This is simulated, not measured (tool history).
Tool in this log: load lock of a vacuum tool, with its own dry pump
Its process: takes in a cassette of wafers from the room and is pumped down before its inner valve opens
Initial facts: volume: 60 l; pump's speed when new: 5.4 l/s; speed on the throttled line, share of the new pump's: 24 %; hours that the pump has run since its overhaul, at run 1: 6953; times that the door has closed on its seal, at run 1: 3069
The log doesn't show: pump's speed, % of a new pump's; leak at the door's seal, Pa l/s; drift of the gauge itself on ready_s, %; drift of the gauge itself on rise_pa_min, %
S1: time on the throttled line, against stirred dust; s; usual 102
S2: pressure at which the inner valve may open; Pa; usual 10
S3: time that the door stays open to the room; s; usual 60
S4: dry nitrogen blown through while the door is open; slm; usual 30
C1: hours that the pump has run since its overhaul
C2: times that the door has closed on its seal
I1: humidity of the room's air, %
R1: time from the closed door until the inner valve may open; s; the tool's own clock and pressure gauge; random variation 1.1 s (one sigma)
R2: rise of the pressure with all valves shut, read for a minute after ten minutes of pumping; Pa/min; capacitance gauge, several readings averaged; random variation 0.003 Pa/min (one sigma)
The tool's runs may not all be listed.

run     day   S1  S2   S3  S4    C1    C2    I1     R1     R2
  1   0.000  102  10   60  30  6953  3069  41.7  199.2  0.020
  2   3.508  102  10   60  30  7037  3252  45.6  202.5  0.018
  3   5.688  102  10   60  30  7089  3366  41.9  200.2  0.024
  4   8.354  102  10   60  30  7153  3505  44.8  201.8  0.015
  5  10.192  102  10   60  30  7197  3601  46.7  202.6  0.022
  6  13.750  115  10   60  30  7283  3786  45.6  210.7  0.013
  7  17.792  115  10   60  30  7380  3997  46.0  211.5  0.020
  8  21.004  115  10   60  30  7457  4164  46.6  214.9  0.022
  9  24.921  110  10   60  30  7551  4368  46.2  209.6  0.023
 10  28.125  110  10   60  30  7628  4535  42.7  208.8  0.020
 11  30.050  110  10   60  30  7674  4635  40.5  207.8  0.022
 12  32.454  110  10   60  30  7731  4761  45.1  208.1  0.026
 13  35.617  102  10   60  30  7807  4925  43.4  202.4  0.025
 14  38.692  102  10   60  30  7881  5086  45.8  203.6  0.020
 15  42.904  156  10   60  30  7982  5305  46.1  241.2  0.021
 16  44.871  156  10   60  30  8029  5408  42.7  239.1  0.024
 17  47.746  156  10   60  30  8098  5558  48.3  241.7  0.024
 18  51.758  156  10   60  30  8195  5767  43.5  240.9  0.021
 19  54.512  102  10   60  30  8261  5910  46.6  205.3  0.025
 20  57.333   83  11  147   4  8329  6057  43.7  191.7  0.060
 21  60.438   83  11  147   4  8403  6219  44.9  190.6  0.061
 22  63.008   72  10   28  35  8465  6353  43.2  186.7  0.016
 23  66.138   72  10   28  20  8540  6516  42.2  185.3  0.021
 24  69.762   72  10   28  20  8627  6705  43.1  186.2  0.022
 25  73.296   72  10   28  20  8712  6889  47.1  184.6  0.029
 26  76.504   72  13   50  20  8789  7056  47.9  181.1  0.033
 27  80.733   72  13   50  20  8890  7277  43.5  182.1  0.030

For run 28, what comes out?
 28  84.362  72  13  50  20  8977  7466  48.7   ?   ?

Run 28 yielded R1 182.7 s, R2 0.031 Pa/min.
On a tool with no hidden condition, and with the same random variation, this run would have come out at R1 155.0 s, R2 0.022 Pa/min.
